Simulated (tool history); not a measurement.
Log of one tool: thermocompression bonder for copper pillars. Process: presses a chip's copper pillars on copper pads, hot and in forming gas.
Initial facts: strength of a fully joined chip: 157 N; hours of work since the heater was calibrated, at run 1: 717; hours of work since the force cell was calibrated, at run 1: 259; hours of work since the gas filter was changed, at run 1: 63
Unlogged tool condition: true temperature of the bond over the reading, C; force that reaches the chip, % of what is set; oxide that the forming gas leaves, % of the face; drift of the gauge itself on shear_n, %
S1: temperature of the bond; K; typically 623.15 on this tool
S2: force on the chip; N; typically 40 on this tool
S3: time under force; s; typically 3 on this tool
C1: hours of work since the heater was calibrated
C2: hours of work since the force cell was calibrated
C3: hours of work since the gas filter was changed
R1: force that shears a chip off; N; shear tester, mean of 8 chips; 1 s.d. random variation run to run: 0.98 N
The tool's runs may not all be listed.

| run | day | S1 | S2 | S3 | C1 | C2 | C3 | R1 |
|---|---|---|---|---|---|---|---|---|
| 1 | 0.000 | 623.15 | 40 | 3 | 717 | 259 | 63 | 75.7 |
| 2 | 0.400 | 623.15 | 24 | 3 | 724 | 266 | 70 | 55.5 |
| 3 | 0.596 | 623.15 | 24 | 3 | 727 | 270 | 73 | 55.3 |
| 4 | 0.988 | 623.15 | 40 | 3 | 734 | 277 | 80 | 75.7 |
| 5 | 1.467 | 623.15 | 40 | 3 | 743 | 285 | 88 | 76.6 |
| 6 | 1.721 | 623.15 | 40 | 3 | 747 | 289 | 93 | 74.7 |
| 7 | 2.079 | 623.15 | 25 | 3 | 753 | 296 | 99 | 56.6 |
| 8 | 2.538 | 623.15 | 25 | 3 | 761 | 304 | 107 | 55.4 |
| 9 | 2.767 | 623.15 | 25 | 3 | 765 | 308 | 111 | 54.5 |
| 10 | 2.971 | 623.15 | 25 | 3 | 769 | 311 | 114 | 55.2 |
| 11 | 3.250 | 623.15 | 25 | 3 | 774 | 316 | 119 | 56.1 |
| 12 | 3.633 | 623.15 | 25 | 3 | 781 | 323 | 126 | 54.7 |
|  | 3.725 | force cell calibrated |
| 13 | 4.083 | 623.15 | 40 | 9 | 787 | 6 | 133 | 103.2 |
| 14 | 4.542 | 623.15 | 40 | 3 | 795 | 14 | 141 | 73.0 |
| 15 | 4.733 | 623.15 | 40 | 3 | 799 | 18 | 144 | 74.3 |
| 16 | 5.188 | 623.15 | 40 | 3 | 807 | 26 | 152 | 71.8 |
| 17 | 5.446 | 635.15 | 35 | 6 | 811 | 30 | 157 | 95.2 |
| 18 | 5.875 | 614.15 | 47 | 2 | 819 | 38 | 164 | 61.2 |
|  | 5.962 | forming gas filter changed |
|  | 6.212 | force cell calibrated, once more |
| 19 | 6.238 | 614.15 | 47 | 7 | 824 | 0 | 4 | 103.0 |
| 20 | 6.488 | 623.15 | 44 | 3 | 828 | 5 | 8 | 86.4 |
| 21 | 6.704 | 650.15 | 33 | 2 | 832 | 9 | 12 | 81.9 |
| 22 | 7.054 | 650.15 | 33 | 2 | 838 | 15 | 18 | 84.1 |
| 23 | 7.246 | 650.15 | 49 | 4 | 841 | 18 | 21 | 120.6 |
| 24 | 7.692 | 650.15 | 49 | 4 | 849 | 26 | 29 | 119.6 |
| 25 | 8.088 | 636.15 | 40 | 8 | 856 | 33 | 36 | 115.3 |
| 26 | 8.533 | 642.15 | 29 | 3 | 864 | 41 | 44 | 78.4 |
| 27 | 8.838 | 643.15 | 56 | 5 | 869 | 46 | 49 | 125.7 |
| 28 | 9.204 | 622.15 | 39 | 2 | 875 | 52 | 56 | 64.9 |
| 29 | 9.658 | 651.15 | 40 | 5 | 883 | 60 | 64 | 114.4 |

Here are 3 independent what-if runs from the current tool condition. What would each one return?
| A | 9.900 | 623.15 | 37 | 3 | 888 | 65 | 68 | ? |
| B | 9.900 | 601.15 | 33 | 6 | 888 | 65 | 68 | ? |
| C | 9.900 | 651.15 | 40 | 2 | 888 | 65 | 68 | ? |

| run | R1 |
|---|---|
| A | 73.1 |
| B | 67.7 |
| C | 90.8 |
Had the tool no hidden state, the same runs would have come out as:
| run | R1 |
|---|---|
| A | 80.4 |
| B | 74.8 |
| C | 98.8 |
